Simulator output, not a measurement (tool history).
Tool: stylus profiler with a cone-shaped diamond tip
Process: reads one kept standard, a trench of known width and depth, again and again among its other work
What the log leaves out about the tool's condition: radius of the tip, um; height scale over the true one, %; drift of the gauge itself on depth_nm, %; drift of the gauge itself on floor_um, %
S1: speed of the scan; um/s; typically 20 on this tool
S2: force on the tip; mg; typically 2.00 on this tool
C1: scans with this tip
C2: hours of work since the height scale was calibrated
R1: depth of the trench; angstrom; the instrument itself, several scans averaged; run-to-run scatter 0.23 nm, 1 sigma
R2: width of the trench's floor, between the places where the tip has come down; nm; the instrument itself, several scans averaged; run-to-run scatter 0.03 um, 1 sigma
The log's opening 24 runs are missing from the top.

run	hour	S1	S2	C1	C2	R1	R2
25	573.6	19	0.93	4656	789	10088.9	12810
26	600.7	20	2.48	4778	810	10165.1	12860
27	634.2	24	2.00	4929	835	10147.6	12780
28	665.1	39	1.05	5068	859	10098.3	12620
29	690.9	39	1.05	5185	878	10103.0	12550
30	720.3	21	0.96	5317	901	10095.9	12700
31	744.3	47	2.93	5426	919	10186.8	12620
32	775.3	71	4.58	5565	943	10251.1	12550
33	797.8	71	1.00	5667	960	10097.2	12260
34	824.1	71	1.00	5785	980	10099.5	12180
35	846.4	71	1.00	5886	997	10097.1	12180
36	862.6	20	3.18	5959	1010	10202.5	12680
37	897.6	20	4.26	6117	1036	10239.6	12630
38	932.4	11	0.68	6274	1063	10077.6	12630
39	952.4	7	4.08	6364	1078	10232.5	12580
40	969.9	7	2.93	6443	1092	10192.0	12680
41	1005.5	42	2.35	6603	1119	10171.0	12430

4 ways to go on from here, each from the tool as it stands after run 41. What would each give?
A	1028.2	55	2.35	6705	1136	?	?
B	1028.2	31	1.89	6705	1136	?	?
C	1028.2	42	4.16	6705	1136	?	?
D	1028.2	46	1.53	6705	1136	?	?

run	R1	R2
A	10168.1	12340
B	10150.0	12440
C	10240.0	12410
D	10130.8	12240
With the hidden condition removed and each run's random variation left untouched, the same runs would have given:
run	R1	R2
A	10153.6	13730
B	10135.6	13830
C	10225.4	13800
D	10116.3	13630
